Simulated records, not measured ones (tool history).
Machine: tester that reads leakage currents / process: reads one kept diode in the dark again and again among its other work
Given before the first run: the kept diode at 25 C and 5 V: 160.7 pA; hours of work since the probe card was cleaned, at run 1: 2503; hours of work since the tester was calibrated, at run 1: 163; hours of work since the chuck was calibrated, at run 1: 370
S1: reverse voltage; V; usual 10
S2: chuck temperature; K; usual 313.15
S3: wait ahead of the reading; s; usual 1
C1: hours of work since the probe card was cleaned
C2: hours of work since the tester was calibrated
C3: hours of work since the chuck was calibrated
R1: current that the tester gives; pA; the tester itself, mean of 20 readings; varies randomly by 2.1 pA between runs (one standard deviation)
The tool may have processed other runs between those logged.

| run | hour | S1 | S2 | S3 | C1 | C2 | C3 | R1 |
|---|---|---|---|---|---|---|---|---|
| 1 | 0 | 10 | 313.15 | 1 | 2503 | 163 | 370 | 715.91 |
| 2 | 28.5 | 10 | 313.15 | 1 | 2516 | 176 | 383 | 714.26 |
| 3 | 75.4 | 10 | 313.15 | 2.95 | 2538 | 197 | 405 | 713.92 |
| 4 | 119.5 | 10 | 313.15 | 2.95 | 2558 | 218 | 425 | 713.71 |
| 5 | 139.4 | 10 | 313.15 | 1 | 2567 | 227 | 434 | 719.23 |
| 6 | 176.9 | 10 | 313.15 | 1 | 2585 | 244 | 452 | 718.34 |
| 7 | 206.5 | 12.5 | 313.15 | 1 | 2598 | 258 | 465 | 776.78 |
| 8 | 250.1 | 10 | 313.15 | 1 | 2618 | 278 | 485 | 721.24 |
| 9 | 285.4 | 10 | 313.15 | 1 | 2635 | 294 | 502 | 723.52 |
| 10 | 307.4 | 10 | 313.15 | 1 | 2645 | 304 | 512 | 724.32 |
| 11 | 334.6 | 10 | 313.15 | 1 | 2657 | 317 | 524 | 721.97 |
| 12 | 376.9 | 10 | 313.15 | 1 | 2677 | 336 | 544 | 723.51 |
| 13 | 403.7 | 10 | 309.15 | 1 | 2689 | 349 | 556 | 531.43 |
| 14 | 442 | 10 | 309.15 | 1 | 2707 | 366 | 574 | 535.49 |
| 15 | 462.7 | 10 | 313.15 | 5.95 | 2716 | 376 | 583 | 732.24 |
| 16 | 489.4 | 10 | 313.15 | 5.95 | 2729 | 388 | 596 | 728 |
|  | 494.6 | probe card cleaned and baked |
| 17 | 535.2 | 10 | 313.15 | 1 | 19 | 408 | 615 | 735.24 |
| 18 | 582.8 | 10 | 320.15 | 1 | 41 | 430 | 637 | 1250.7 |
| 19 | 611.2 | 10 | 313.15 | 1 | 54 | 443 | 650 | 733.67 |
|  | 650.8 | probe card cleaned and baked, once more |
| 20 | 661.2 | 10 | 313.15 | 1 | 5 | 464 | 672 | 725.17 |
|  | 691.4 | chuck's temperature calibrated |
| 21 | 701.9 | 17.4 | 313.15 | 3.62 | 23 | 482 | 5 | 797.22 |
| 22 | 737.3 | 17.4 | 313.15 | 3.62 | 39 | 499 | 21 | 806.99 |
| 23 | 761.8 | 17.4 | 313.15 | 3.62 | 50 | 510 | 32 | 807.64 |
| 24 | 787 | 3.3 | 295.15 | 3.32 | 62 | 522 | 44 | 108.52 |
| 25 | 824.1 | 1.6 | 295.15 | 3.32 | 79 | 539 | 61 | 86.16 |
| 26 | 867.7 | 1.6 | 295.15 | 3.32 | 99 | 559 | 81 | 86.91 |
| 27 | 899.2 | 8.8 | 304.15 | 0.97 | 114 | 573 | 96 | 319.97 |
| 28 | 929.4 | 8.8 | 304.15 | 0.97 | 127 | 587 | 110 | 321.92 |
| 29 | 973 | 8.8 | 304.15 | 0.97 | 148 | 607 | 130 | 321.84 |
| 30 | 1006.5 | 16.4 | 323.15 | 1.64 | 163 | 623 | 145 | 1701.9 |
| 31 | 1028.9 | 16.4 | 323.15 | 1.86 | 173 | 633 | 156 | 1702.44 |
| 32 | 1075.8 | 16.4 | 323.15 | 1.86 | 195 | 655 | 177 | 1712.53 |
| 33 | 1095.9 | 16.4 | 295.15 | 8.88 | 204 | 664 | 186 | 180.52 |
| 34 | 1124.5 | 16.5 | 315.15 | 9.58 | 217 | 677 | 200 | 935.42 |
| 35 | 1165.4 | 1.1 | 325.15 | 1 | 236 | 696 | 218 | 861.41 |
| 36 | 1188.9 | 10 | 327.15 | 2.46 | 247 | 707 | 229 | 1979.54 |
| 37 | 1229.5 | 9.6 | 295.15 | 2.67 | 266 | 725 | 248 | 154.84 |
| 38 | 1256.4 | 9.6 | 295.15 | 2.67 | 278 | 738 | 260 | 155.01 |
| 39 | 1284.8 | 10 | 316.15 | 7.07 | 291 | 751 | 273 | 875.47 |

Entry by entry between the runs, the difference in hidden state between the last listed run before and the first listed run after:
Run 16 -> run 17: probe card cleaned and baked (hour 494.6)
  stray current of the dirty probe card, pA a volt: 0.532 -> 0.612; true chuck temperature over the reading, C: 0.71 -> 0.74
  difference, measured minus the result without the unlogged condition, R1: +43.92 -> +46.26 pA
Run 19 -> run 20: probe card cleaned and baked, once more (hour 650.8)
  stray current of the dirty probe card, pA a volt: 0.619 -> 0.023; true chuck temperature over the reading, C: 0.78 -> 0.81
  difference, measured minus the result without the unlogged condition, R1: +48.45 -> +43.66 pA
Run 20 -> run 21: chuck's temperature calibrated (hour 691.4)
  stray current of the dirty probe card, pA a volt: 0.023 -> 0.027; current scale over the true one, %: -0.06 -> -0.07; true chuck temperature over the reading, C: 0.81 -> -0.16
  difference, measured minus the result without the unlogged condition, R1: +43.66 -> -10.51 pA
